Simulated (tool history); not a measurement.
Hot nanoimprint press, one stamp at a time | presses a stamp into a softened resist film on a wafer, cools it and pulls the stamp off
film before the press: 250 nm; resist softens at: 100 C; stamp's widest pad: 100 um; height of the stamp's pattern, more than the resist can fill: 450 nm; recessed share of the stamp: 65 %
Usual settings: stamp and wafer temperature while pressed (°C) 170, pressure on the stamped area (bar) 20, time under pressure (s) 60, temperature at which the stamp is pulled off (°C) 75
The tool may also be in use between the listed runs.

run    hour  stamp and wafer temperature while pressed (°C)  pressure on the stamped area (bar)  time under pressure (s)  temperature at which the stamp is pulled off (°C)  resist left under the stamp's widest pad (angstrom)  greatest force while the stamp is pulled off (N)
  1       0                                             170                                  20                       60                                                 75                                                 1258                                               180
       75.6  -- stamp cleaned and given a new release coat
  2    98.8                                             164                                  20                       60                                                 75                                                 1593                                               182
      125.7  -- plate thermocouple calibrated
  3   152.5                                             164                                  20                       60                                                 75                                                 1593                                               183
  4   247.7                                             170                                  20                       60                                                 75                                                 1254                                               179
  5   328.8                                             170                                  20                       60                                                 75                                                 1244                                               179
  6   404.1                                             170                                31.9                       60                                                 75                                                 1033                                               178
  7   447.7                                             170                                31.9                       60                                                 75                                                 1032                                               185
  8   519.6                                             170                                  20                       60                                                 75                                                 1263                                               178
  9   574.1                                             170                                  20                       60                                                 75                                                 1265                                               179
 10   630.5                                             170                                  20                       60                                                 75                                                 1263                                               181
 11   674.5                                             170                                  20                       92                                                 75                                                 1062                                               186
 12   732.2                                             170                                  20                       92                                                 75                                                 1062                                               191
        752  -- plate thermocouple calibrated
 13   827.8                                             170                                  20                       92                                                 75                                                 1048                                               189
 14   888.1                                             170                                24.1                       92                                                 75                                                  972                                               182
      928.8  -- press's hydraulic seals changed and the load cell set to zero
      941.6  -- stamp cleaned and given a new release coat
 15     953                                             170                                14.2                       60                                                 75                                                 1427                                               190
 16   992.5                                             170                                14.2                       60                                                 75                                                 1428                                               187
 17  1036.3                                             170                                14.2                       60                                                 75                                                 1443                                               175
 18  1125.4                                             175                                14.2                       60                                                 61                                                 1144                                               222
 19  1196.3                                             175                                14.2                       60                                                 61                                                 1157                                               206
 20  1272.4                                             159                                  20                       60                                                 75                                                 1869                                               183
 21  1362.8                                             165                                  30                       60                                                 75                                                 1337                                               183
     1390.6  -- plate thermocouple calibrated
 22  1439.8                                             170                                  20                       60                                                 61                                                 1252                                               215
 23  1513.6                                             165                                27.3                       62                                                 83                                                 1365                                               168
 24  1603.7                                             165                                27.3                       62                                                 60                                                 1363                                               220
 25  1675.5                                             175                                  20                       36                                                 78                                                 1235                                               177
 26  1747.9                                             175                                  20                       36                                                 78                                                 1228                                               173
     1797.8  -- stamp cleaned and given a new release coat
 27  1846.3                                             177                                20.2                      119                                                 61                                                  682                                               213
 28  1914.2                                             177                                20.2                       71                                                 61                                                  834                                               217
 29    1993                                             170                                14.1                       60                                                 75                                                 1425                                               180

Forecast run 30:
       2025  -- plate thermocouple calibrated
 30  2051.6                                             181                                  20                       40                                                 67                                                    ?                                                 ?

resist left under the stamp's widest pad (angstrom): 921
greatest force while the stamp is pulled off (N): 192
Without the tool's hidden state the same run would have given resist left under the stamp's widest pad (angstrom) 921, greatest force while the stamp is pulled off (N) 192.

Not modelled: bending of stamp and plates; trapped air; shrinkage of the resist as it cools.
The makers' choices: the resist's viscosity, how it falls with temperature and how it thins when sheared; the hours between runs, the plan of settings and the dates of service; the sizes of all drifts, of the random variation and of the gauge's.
